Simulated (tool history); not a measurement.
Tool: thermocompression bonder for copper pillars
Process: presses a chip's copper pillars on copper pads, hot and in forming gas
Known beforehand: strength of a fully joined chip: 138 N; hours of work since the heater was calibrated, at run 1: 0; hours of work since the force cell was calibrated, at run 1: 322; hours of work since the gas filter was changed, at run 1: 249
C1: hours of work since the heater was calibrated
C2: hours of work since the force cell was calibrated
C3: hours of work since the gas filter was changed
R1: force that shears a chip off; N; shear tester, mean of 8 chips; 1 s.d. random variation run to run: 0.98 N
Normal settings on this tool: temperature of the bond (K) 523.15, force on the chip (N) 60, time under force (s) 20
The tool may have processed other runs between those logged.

{"run": 1, "hour": 0.0, "temperature of the bond (K)": 523.15, "force on the chip (N)": 60, "time under force (s)": 20, "C1": 0, "C2": 322, "C3": 249, "R1": 81.9}
{"run": 2, "hour": 72.3, "temperature of the bond (K)": 523.15, "force on the chip (N)": 60, "time under force (s)": 20, "C1": 56, "C2": 378, "C3": 305, "R1": 80.2}
{"hour": 83.5, "done": "forming gas filter changed"}
{"run": 3, "hour": 119.8, "temperature of the bond (K)": 523.15, "force on the chip (N)": 60, "time under force (s)": 20, "C1": 93, "C2": 415, "C3": 28, "R1": 84}
{"run": 4, "hour": 179.6, "temperature of the bond (K)": 523.15, "force on the chip (N)": 60, "time under force (s)": 20, "C1": 140, "C2": 462, "C3": 75, "R1": 83}
{"run": 5, "hour": 242.9, "temperature of the bond (K)": 517.15, "force on the chip (N)": 60, "time under force (s)": 20, "C1": 189, "C2": 511, "C3": 125, "R1": 77.2}
{"run": 6, "hour": 309.4, "temperature of the bond (K)": 532.15, "force on the chip (N)": 60, "time under force (s)": 20, "C1": 241, "C2": 563, "C3": 176, "R1": 88.1}
{"run": 7, "hour": 370.7, "temperature of the bond (K)": 523.15, "force on the chip (N)": 60, "time under force (s)": 20, "C1": 289, "C2": 611, "C3": 224, "R1": 81.3}
{"run": 8, "hour": 411.4, "temperature of the bond (K)": 523.15, "force on the chip (N)": 60, "time under force (s)": 20, "C1": 321, "C2": 643, "C3": 256, "R1": 79.2}
{"hour": 481.2, "done": "forming gas filter changed"}
{"run": 9, "hour": 481.2, "temperature of the bond (K)": 523.15, "force on the chip (N)": 60, "time under force (s)": 20, "C1": 375, "C2": 697, "C3": 0, "R1": 82.5}
{"run": 10, "hour": 549.5, "temperature of the bond (K)": 523.15, "force on the chip (N)": 60, "time under force (s)": 20, "C1": 428, "C2": 750, "C3": 53, "R1": 79.9}
{"run": 11, "hour": 583.2, "temperature of the bond (K)": 523.15, "force on the chip (N)": 60, "time under force (s)": 20, "C1": 455, "C2": 776, "C3": 80, "R1": 80.4}
{"run": 12, "hour": 625.0, "temperature of the bond (K)": 523.15, "force on the chip (N)": 60, "time under force (s)": 20, "C1": 487, "C2": 809, "C3": 112, "R1": 79.3}
{"run": 13, "hour": 695.6, "temperature of the bond (K)": 497.15, "force on the chip (N)": 60, "time under force (s)": 20, "C1": 542, "C2": 864, "C3": 167, "R1": 56.2}
{"run": 14, "hour": 728.0, "temperature of the bond (K)": 500.15, "force on the chip (N)": 70, "time under force (s)": 14, "C1": 568, "C2": 890, "C3": 193, "R1": 58.9}
{"run": 15, "hour": 802.4, "temperature of the bond (K)": 494.15, "force on the chip (N)": 64, "time under force (s)": 19, "C1": 626, "C2": 948, "C3": 251, "R1": 54.5}
{"hour": 811.5, "done": "heater calibrated with a thermocouple chip"}
{"run": 16, "hour": 858.8, "temperature of the bond (K)": 494.15, "force on the chip (N)": 48, "time under force (s)": 19, "C1": 37, "C2": 990, "C3": 293, "R1": 40.2}
{"hour": 881.5, "done": "forming gas filter changed"}
{"run": 17, "hour": 919.1, "temperature of the bond (K)": 494.15, "force on the chip (N)": 48, "time under force (s)": 19, "C1": 84, "C2": 1037, "C3": 29, "R1": 40.4}
{"run": 18, "hour": 985.7, "temperature of the bond (K)": 526.15, "force on the chip (N)": 58, "time under force (s)": 40, "C1": 136, "C2": 1089, "C3": 81, "R1": 97.7}
{"hour": 1008.0, "done": "force cell calibrated"}
{"run": 19, "hour": 1034.7, "temperature of the bond (K)": 526.15, "force on the chip (N)": 58, "time under force (s)": 40, "C1": 173, "C2": 21, "C3": 118, "R1": 96.8}
{"run": 20, "hour": 1090.5, "temperature of the bond (K)": 496.15, "force on the chip (N)": 76, "time under force (s)": 21, "C1": 216, "C2": 64, "C3": 162, "R1": 68.7}
{"run": 21, "hour": 1130.5, "temperature of the bond (K)": 496.15, "force on the chip (N)": 76, "time under force (s)": 21, "C1": 248, "C2": 96, "C3": 193, "R1": 69.4}
{"run": 22, "hour": 1199.3, "temperature of the bond (K)": 511.15, "force on the chip (N)": 42, "time under force (s)": 27, "C1": 301, "C2": 149, "C3": 247, "R1": 54.4}

Here are 5 independent what-if runs from the current tool condition. What would each one return?
{"hour": 1253.3, "done": "heater calibrated with a thermocouple chip, once more"}
{"run": "A", "hour": 1261.8, "temperature of the bond (K)": 550.15, "force on the chip (N)": 61, "time under force (s)": 29, "C1": 7, "C2": 197, "C3": 294, "R1": "?"}
{"hour": 1253.3, "done": "heater calibrated with a thermocouple chip, once more"}
{"run": "B", "hour": 1261.8, "temperature of the bond (K)": 496.15, "force on the chip (N)": 53, "time under force (s)": 59, "C1": 7, "C2": 197, "C3": 294, "R1": "?"}
{"hour": 1253.3, "done": "heater calibrated with a thermocouple chip, once more"}
{"run": "C", "hour": 1261.8, "temperature of the bond (K)": 523.15, "force on the chip (N)": 87, "time under force (s)": 20, "C1": 7, "C2": 197, "C3": 294, "R1": "?"}
{"hour": 1253.3, "done": "heater calibrated with a thermocouple chip, once more"}
{"run": "D", "hour": 1261.8, "temperature of the bond (K)": 522.15, "force on the chip (N)": 40, "time under force (s)": 11, "C1": 7, "C2": 197, "C3": 294, "R1": "?"}
{"hour": 1253.3, "done": "heater calibrated with a thermocouple chip, once more"}
{"run": "E", "hour": 1261.8, "temperature of the bond (K)": 509.15, "force on the chip (N)": 67, "time under force (s)": 20, "C1": 7, "C2": 197, "C3": 294, "R1": "?"}

run=A R1=109.5
run=B R1=75.1
run=C R1=102.3
run=D R1=44.3
run=E R1=73.9
With no hidden state in the tool, these same runs would have given:
run=A R1=115.7
run=B R1=79.1
run=C R1=107.9
run=D R1=46.7
run=E R1=78

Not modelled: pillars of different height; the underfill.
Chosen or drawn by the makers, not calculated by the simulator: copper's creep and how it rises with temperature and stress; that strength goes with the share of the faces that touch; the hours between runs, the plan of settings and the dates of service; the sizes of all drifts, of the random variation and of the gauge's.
